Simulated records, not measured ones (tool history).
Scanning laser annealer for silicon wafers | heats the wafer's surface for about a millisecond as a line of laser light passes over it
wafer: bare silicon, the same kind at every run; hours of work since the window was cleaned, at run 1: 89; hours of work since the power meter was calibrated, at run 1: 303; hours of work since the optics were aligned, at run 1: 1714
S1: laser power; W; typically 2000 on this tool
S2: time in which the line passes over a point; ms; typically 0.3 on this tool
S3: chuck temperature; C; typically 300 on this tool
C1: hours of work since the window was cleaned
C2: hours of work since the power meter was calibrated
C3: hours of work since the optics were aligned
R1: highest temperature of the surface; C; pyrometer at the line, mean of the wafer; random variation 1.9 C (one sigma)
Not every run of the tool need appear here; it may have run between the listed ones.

run    hour    S1     S2   S3   C1   C2    C3    R1
  1       0  2000    0.3  300   89  303  1714  1062
  2    37.8  2000    0.3  300  115  329  1739  1064
  3    78.6  2000    0.3  300  142  356  1766  1060
  4   108.9  2000    0.3  300  162  376  1787  1058
  5   140.5  2000    0.3  292  184  397  1808  1050
  6   175.3  2000    0.3  300  207  421  1831  1053
  7   210.5  2000    0.3  300  230  444  1855  1053
  8   233.8  2000    0.3  300  246  460  1870  1051
  9   273.6  2000    0.3  300  273  486  1897  1050
      284.4  -- optics aligned, line set to its width
 10   301.1  2000    0.3  300  288  501    11  1053
 11   335.2  2000    0.3  300  311  524    34  1053
 12   369.4  2000    0.3  300  333  547    57  1053
 13   401.7  2000    0.3  300  355  569    78  1049
 14   441.1  2000  0.299  300  381  595   105  1047
      447.8  -- laser's power meter calibrated
 15   477.5  2000  0.299  300  404   20   127  1047
        493  -- window over the wafer cleaned
 16   514.1  2000  0.356  300   14   43   150  1154
 17   554.8  2000  0.356  300   41   70   178  1155
 18   578.7  2000  0.276  281   57   86   194  1033
 19   626.9  2000  0.276  281   90  119   226  1027
 20   678.4  2000  0.329  274  124  153   260  1086
 21     701  2000  0.329  274  139  168   275  1082
      728.3  -- laser's power meter calibrated, once more
 22   740.9  2037  0.263  328  164    8   300  1054
 23     776  2107  0.228  272  187   32   324   970
 24   801.3  2107  0.228  272  204   49   341   969
 25   845.3  2000  0.262  300  234   78   370  1008
 26   885.7  2000  0.262  300  261  105   397  1007
 27   927.4  2000  0.262  300  289  133   425  1006
 28   973.1  2000  0.262  300  319  164   456  1003
 29  1019.7  1925    0.3  298  351  195   487  1017
 30  1061.1  2064  0.281  289  378  223   515  1029
 31  1090.4  2064  0.281  289  398  242   534  1029
     1115.4  -- window over the wafer cleaned
 32    1145  1864    0.3  326   20  278   569  1058
 33  1179.9  1801  0.338  317   43  301   593  1063

Each row is a separate what-if for the run after 33, all from the same tool condition, not one after another. Results?
  A  1217.2  2000  0.344  300  68  326  618   ?
  B  1217.2  2024  0.357  294  68  326  618   ?
  C  1217.2  1801  0.338  269  68  326  618   ?
  D  1217.2  2000  0.266  293  68  326  618   ?
  E  1217.2  2000  0.339  300  68  326  618   ?

run    R1
  A  1128
  B  1143
  C  1015
  D  1021
  E  1120
With the hidden condition removed and each run's random variation left untouched, the same runs would have given:
run    R1
  A  1138
  B  1153
  C  1024
  D  1029
  E  1130
